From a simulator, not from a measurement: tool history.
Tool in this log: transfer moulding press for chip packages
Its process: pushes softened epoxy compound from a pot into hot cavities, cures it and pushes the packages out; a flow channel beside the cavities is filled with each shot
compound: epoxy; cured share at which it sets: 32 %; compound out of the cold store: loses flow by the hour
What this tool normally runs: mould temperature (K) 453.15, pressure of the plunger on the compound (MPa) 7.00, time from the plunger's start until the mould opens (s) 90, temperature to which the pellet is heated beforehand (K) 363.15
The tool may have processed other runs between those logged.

run,hour,mould temperature (K),pressure of the plunger on the compound (MPa),time from the plunger's start until the mould opens (s),temperature to which the pellet is heated beforehand (K),incoming compound's hours out of the cold store,length that the compound runs in the flow channel (mm),greatest force on the pins that push the packages out (N)
1,0.0,453.15,7.00,90,363.15,17.7,866,336
2,13.6,453.15,7.00,90,363.15,42.7,814,395
3,27.7,453.15,7.00,90,363.15,8.0,893,487
4,43.0,453.15,5.71,90,363.15,18.3,769,505
5,57.3,453.15,5.71,90,363.15,24.5,759,517
6,80.0,453.15,5.71,90,363.15,16.2,781,551
7,99.7,453.15,7.00,90,363.15,18.3,840,562
8,110.9,453.15,7.00,90,363.15,33.1,803,532
9,121.1,453.15,7.00,83,363.15,21.7,831,673
10,143.3,453.15,7.00,83,363.15,16.8,849,479
11,163.2,453.15,7.00,83,363.15,39.6,792,545
12,179.9,453.15,7.00,83,363.15,35.0,836,603
13,199.1,453.15,7.00,83,363.15,12.0,884,654
14,213.3,453.15,7.00,83,363.15,15.4,881,671
15,234.8,453.15,7.69,111,368.15,25.9,875,294
16,251.2,453.15,7.69,111,368.15,11.3,915,363
17,269.0,453.15,6.63,93,368.15,9.3,850,460
18,283.7,453.15,6.63,83,363.15,14.4,833,649
19,295.5,453.15,6.63,83,363.15,8.8,836,670
20,315.4,451.15,6.63,83,368.15,25.7,823,527
21,336.3,451.15,6.63,83,369.15,39.6,783,629
22,359.0,451.15,6.63,83,372.15,16.0,826,707
23,372.0,451.15,6.63,83,372.15,45.8,770,700
24,390.8,454.15,5.24,84,357.15,23.3,718,609
25,408.6,447.15,7.00,90,364.15,10.9,917,687
26,423.6,457.15,7.00,90,364.15,11.9,874,393
27,443.9,453.15,7.16,90,363.15,14.8,888,547
28,457.0,453.15,7.16,90,364.15,16.2,873,530

Taken out of this log: 7 entries between the listed runs. Where each belongs, and how the hidden state differs across it:
Between runs 6 and 7: cavities cleaned with cleaning compound and waxed (hour 85.6)
  true mould temperature over the reading, C: -1.3 -> -1.32; pressure that reaches the compound, % of what is set: 94.39 -> 93.62; grip of the stained cavities, % over clean ones': 64 -> 71.5
  what was measured, less what the result would be without the hidden state, length that the compound runs in the flow channel (mm): -18 -> -23; greatest force on the pins that push the packages out (N): +240 -> +258
Between runs 9 and 10: cavities cleaned with cleaning compound and waxed, once more (hour 136.3)
  true mould temperature over the reading, C: -1.36 -> -1.4; pressure that reaches the compound, % of what is set: 92.71 -> 91.86; grip of the stained cavities, % over clean ones': 68.1 -> 17.7
  what was measured, less what the result would be without the hidden state, length that the compound runs in the flow channel (mm): -27 -> -31; greatest force on the pins that push the packages out (N): +309 -> +112
Between runs 11 and 12: plunger's sealing rings changed (hour 179.3)
  true mould temperature over the reading, C: -1.43 -> -1.45; pressure that reaches the compound, % of what is set: 91.11 -> 99.86; grip of the stained cavities, % over clean ones': 45.4 -> 55
  what was measured, less what the result would be without the hidden state, length that the compound runs in the flow channel (mm): -33 -> +4; greatest force on the pins that push the packages out (N): +205 -> +251
Between runs 14 and 15: cavities cleaned with cleaning compound and waxed (hour 224.8)
  true mould temperature over the reading, C: -1.51 -> -1.54; pressure that reaches the compound, % of what is set: 98.41 -> 97.53; grip of the stained cavities, % over clean ones': 63.4 -> 24
  what was measured, less what the result would be without the hidden state, length that the compound runs in the flow channel (mm): -1 -> -5; greatest force on the pins that push the packages out (N): +302 -> +65
Between runs 19 and 20: cavities cleaned with cleaning compound and waxed (hour 309.9)
  true mould temperature over the reading, C: -1.65 -> -1.68; pressure that reaches the compound, % of what is set: 95.08 -> 94.28; grip of the stained cavities, % over clean ones': 62.9 -> 15.1
  what was measured, less what the result would be without the hidden state, length that the compound runs in the flow channel (mm): -15 -> -18; greatest force on the pins that push the packages out (N): +308 -> +122
Between runs 24 and 25: cavities cleaned with cleaning compound and waxed (hour 395.2); plunger's sealing rings changed (hour 399.4)
  true mould temperature over the reading, C: -1.8 -> -1.83; pressure that reaches the compound, % of what is set: 91.04 -> 99.44; grip of the stained cavities, % over clean ones': 64 -> 25.2
  what was measured, less what the result would be without the hidden state, length that the compound runs in the flow channel (mm): -29 -> +6; greatest force on the pins that push the packages out (N): +281 -> +208
